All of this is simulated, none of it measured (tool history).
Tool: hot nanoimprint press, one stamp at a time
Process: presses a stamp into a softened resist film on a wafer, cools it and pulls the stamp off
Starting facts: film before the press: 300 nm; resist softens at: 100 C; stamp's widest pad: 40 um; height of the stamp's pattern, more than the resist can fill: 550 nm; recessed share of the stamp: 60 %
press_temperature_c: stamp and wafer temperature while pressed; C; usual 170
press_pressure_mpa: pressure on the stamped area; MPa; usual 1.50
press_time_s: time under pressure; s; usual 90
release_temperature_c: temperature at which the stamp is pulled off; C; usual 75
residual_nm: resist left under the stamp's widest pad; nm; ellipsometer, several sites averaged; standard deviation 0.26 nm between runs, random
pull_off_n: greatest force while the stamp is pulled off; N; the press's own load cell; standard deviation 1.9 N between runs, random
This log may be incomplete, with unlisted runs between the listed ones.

run	hour	press_temperature_c	press_pressure_mpa	press_time_s	release_temperature_c	residual_nm	pull_off_n
1	0.0	170	1.50	90	75	124.5	132
2	39.5	170	1.71	90	75	116.9	134
# hour 79.8: plate thermocouple calibrated
3	109.8	170	1.71	90	67	117.5	151
4	170.7	161	1.71	90	67	174.5	150
5	218.2	161	1.71	90	67	175.3	147
6	252.2	170	1.50	90	75	124.2	130
7	292.4	173	1.50	90	75	109.4	134
# hour 308.2: stamp cleaned and given a new release coat
8	357.4	173	1.50	90	75	109.4	130
9	402.3	170	1.50	179	75	94.0	130
10	448.4	170	1.51	179	75	93.9	135
11	494.0	170	1.51	179	75	93.7	134
12	527.5	170	1.51	179	75	93.4	134
13	571.9	170	1.50	90	78	125.2	123
# hour 611.9: press's hydraulic seals changed and the load cell set to zero
14	621.0	170	1.50	90	78	124.7	129
15	679.3	170	1.50	90	78	125.0	126
16	717.3	170	1.50	90	78	125.1	125
# hour 728.2: stamp cleaned and given a new release coat
17	797.2	170	1.50	90	78	124.6	125
18	858.4	170	1.50	116	75	112.6	133
# hour 900.5: plate thermocouple calibrated
19	900.5	179	1.10	149	75	78.7	134
20	967.6	179	1.10	149	75	78.8	131
21	1007.3	170	1.68	71	75	130.4	133
22	1071.2	170	1.68	71	75	130.3	134
23	1132.9	170	1.68	159	75	93.4	129
# hour 1145.5: stamp cleaned and given a new release coat
24	1198.6	170	1.68	106	75	110.7	131
25	1230.5	170	0.95	106	75	143.2	131
26	1290.8	170	0.95	116	75	138.1	132
27	1330.9	170	0.95	116	75	138.2	129
28	1384.5	170	1.55	116	72	110.6	140
29	1428.3	170	1.53	168	71	95.3	140
30	1502.3	161	1.63	90	75	177.9	129

Branching from run 30: 3 alternative next runs. What would each branch give?
# hour 1559.2: stamp cleaned and given a new release coat
A	1568.9	170	1.50	90	68	?	?
# hour 1559.2: stamp cleaned and given a new release coat
B	1568.9	163	1.50	51	75	?	?
# hour 1559.2: stamp cleaned and given a new release coat
C	1568.9	161	1.42	140	75	?	?

run	residual_nm	pull_off_n
A	124.7	145
B	200.3	132
C	162.3	132
With no hidden state in the tool, these same runs would have given:
run	residual_nm	pull_off_n
A	124.8	145
B	200.5	132
C	162.5	132
